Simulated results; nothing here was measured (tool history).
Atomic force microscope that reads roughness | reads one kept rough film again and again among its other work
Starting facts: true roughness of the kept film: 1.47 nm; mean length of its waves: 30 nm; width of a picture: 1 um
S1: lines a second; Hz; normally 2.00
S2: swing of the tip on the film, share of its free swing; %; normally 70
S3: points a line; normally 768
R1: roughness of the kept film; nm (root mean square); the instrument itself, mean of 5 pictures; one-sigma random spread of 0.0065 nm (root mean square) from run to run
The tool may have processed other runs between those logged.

| run | day | S1 | S2 | S3 | R1 |
|---|---|---|---|---|---|
| 1 | 0.000 | 2.00 | 70 | 768 | 1.167 |
| 2 | 0.783 | 2.00 | 70 | 768 | 1.142 |
|  | 1.229 | new tip fitted |
| 3 | 1.500 | 2.00 | 70 | 768 | 1.272 |
| 4 | 2.204 | 2.00 | 70 | 768 | 1.258 |
| 5 | 2.858 | 2.00 | 70 | 768 | 1.253 |
| 6 | 3.304 | 2.00 | 70 | 768 | 1.241 |
| 7 | 3.783 | 2.00 | 70 | 768 | 1.227 |
| 8 | 4.142 | 2.00 | 70 | 768 | 1.234 |
| 9 | 4.508 | 2.00 | 70 | 768 | 1.223 |
| 10 | 5.158 | 2.00 | 70 | 768 | 1.198 |
| 11 | 5.671 | 2.00 | 70 | 768 | 1.200 |
| 12 | 6.121 | 2.78 | 70 | 768 | 1.171 |
| 13 | 6.625 | 2.78 | 70 | 768 | 1.155 |
| 14 | 7.333 | 2.78 | 81 | 768 | 1.067 |
| 15 | 7.946 | 2.00 | 70 | 768 | 1.166 |
|  | 8.029 | height scale calibrated on a step standard |
| 16 | 8.417 | 2.00 | 70 | 768 | 1.164 |
| 17 | 9.167 | 2.00 | 70 | 768 | 1.150 |
|  | 9.529 | height scale calibrated on a step standard, once more |
| 18 | 9.583 | 2.00 | 70 | 768 | 1.151 |
| 19 | 9.983 | 2.00 | 70 | 768 | 1.153 |
| 20 | 10.454 | 2.00 | 70 | 768 | 1.126 |
| 21 | 10.779 | 3.10 | 61 | 511 | 1.134 |
|  | 11.225 | new tip fitted |
| 22 | 11.475 | 3.10 | 61 | 511 | 1.292 |
| 23 | 11.842 | 3.10 | 61 | 511 | 1.279 |
| 24 | 12.629 | 3.10 | 76 | 343 | 1.158 |
| 25 | 13.300 | 1.98 | 70 | 336 | 1.240 |
| 26 | 13.992 | 1.63 | 65 | 768 | 1.272 |
| 27 | 14.625 | 1.63 | 65 | 768 | 1.258 |
| 28 | 15.058 | 1.49 | 79 | 768 | 1.206 |
| 29 | 15.538 | 1.18 | 74 | 600 | 1.227 |
| 30 | 16.108 | 0.59 | 74 | 600 | 1.249 |
| 31 | 16.542 | 0.59 | 74 | 600 | 1.242 |
| 32 | 16.875 | 1.22 | 70 | 609 | 1.216 |
| 33 | 17.338 | 1.22 | 70 | 609 | 1.214 |

Hidden state or all else? Some run-to-run changes of R1, split into what the settings, what came in and random variation would give without the hidden state, and what is left for the hidden state (with any gauge scatter that isn't in both results):
Hidden conditions of the tool in this case: radius of the tip, nm; height scale over the true one, %; drift of the gauge itself on roughness_nm, %.
Run 2 -> 3: new tip fitted. R1 +0.130 nm (root mean square): hidden state +0.129, all else +0.001.
Run 14 -> 15: S1 2.78 -> 2.00, S2 81 -> 70. R1 +0.099 nm (root mean square): hidden state -0.019, all else +0.118.
Run 21 -> 22: new tip fitted. R1 +0.158 nm (root mean square): hidden state +0.140, all else +0.018.
Run 23 -> 24: S2 61 -> 76, S3 511 -> 343. R1 -0.121 nm (root mean square): hidden state -0.011, all else -0.110.
